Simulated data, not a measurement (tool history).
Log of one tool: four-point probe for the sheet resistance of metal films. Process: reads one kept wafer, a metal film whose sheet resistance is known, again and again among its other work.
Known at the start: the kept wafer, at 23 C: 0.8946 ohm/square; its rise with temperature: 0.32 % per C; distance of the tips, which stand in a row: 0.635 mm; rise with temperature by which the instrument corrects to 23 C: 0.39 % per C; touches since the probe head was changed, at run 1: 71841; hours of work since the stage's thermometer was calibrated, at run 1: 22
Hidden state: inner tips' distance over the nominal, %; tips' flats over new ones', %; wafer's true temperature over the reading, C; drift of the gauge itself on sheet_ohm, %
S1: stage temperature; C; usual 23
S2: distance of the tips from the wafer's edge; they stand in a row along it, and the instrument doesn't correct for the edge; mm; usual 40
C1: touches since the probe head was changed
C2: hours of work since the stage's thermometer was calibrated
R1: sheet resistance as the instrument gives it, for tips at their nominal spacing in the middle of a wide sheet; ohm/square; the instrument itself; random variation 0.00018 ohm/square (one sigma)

run,hour,S1,S2,C1,C2,R1
1,0.0,23,40,71841,22,0.897186
2,43.1,23,40,73599,45,0.897248
3,86.0,23,40,75348,68,0.897843
4,123.6,23,9,76879,88,0.899876
5,167.5,23,9,78670,111,0.899885
6,208.9,23,40,80357,133,0.897955
7,236.7,23,40,81492,148,0.897852
8,277.6,23,40,83160,170,0.898469
9,319.5,23,40,84870,192,0.898365
10,348.1,23,40,86035,207,0.898626
11,380.6,23,40,87358,225,0.898728
# hour 383.2: stage's thermometer calibrated
12,402.4,23,18,88227,10,0.899484
13,444.2,23,18,89931,32,0.899411
14,464.0,23,18,90740,43,0.900317
# hour 494.2: stage's thermometer calibrated, once more
15,500.9,23,18,92226,4,0.898880
16,524.9,23,40,93203,16,0.898838
17,550.7,23,40,94254,30,0.898844
18,571.6,23,40,95107,41,0.899310
19,598.0,23,40,96185,55,0.899505
20,618.2,24,17,97008,66,0.899315
21,651.7,29,15,98375,84,0.896386
22,692.6,29,15,100040,105,0.896315
23,733.1,29,15,101691,127,0.896572
24,767.1,29,15,103078,145,0.896922
25,787.2,24,15,103899,156,0.900285
26,829.0,22,6,105603,178,0.905993
27,871.9,26,20,107350,201,0.898562
28,895.5,21,4,108315,213,0.914202
29,915.7,20,31,109137,224,0.902801
30,952.2,20,31,110626,243,0.902715
31,986.9,20,31,112040,262,0.902963
32,1011.1,34,14,113025,274,0.894911
33,1043.2,19,7,114338,292,0.908059
34,1071.1,25,15,115476,306,0.901153
35,1114.6,28,15,117248,329,0.898871
# hour 1129.5: new probe head fitted
36,1150.7,28,15,863,348,0.894003
37,1172.5,20,40,1755,360,0.898377

Some steps in R1 between neighbouring runs. How much of each would the tool show without its hidden state too (settings, what came in, random variation), and how much is left for the hidden state, with any gauge scatter that isn't in both results?
Run 14 -> 15: stage's thermometer calibrated, once more. R1 -0.001437 ohm/square: hidden state -0.000424, all else -0.001013.
Run 27 -> 28: S1 26 -> 21, S2 20 -> 4. R1 +0.015640 ohm/square: hidden state +0.000215, all else +0.015425.
Run 28 -> 29: S1 21 -> 20, S2 4 -> 31. R1 -0.011401 ohm/square: hidden state +0.000021, all else -0.011422.
Run 32 -> 33: S1 34 -> 19, S2 14 -> 7. R1 +0.013148 ohm/square: hidden state +0.000248, all else +0.012900.
Run 35 -> 36: new probe head fitted. R1 -0.004868 ohm/square: hidden state -0.005152, all else +0.000284.
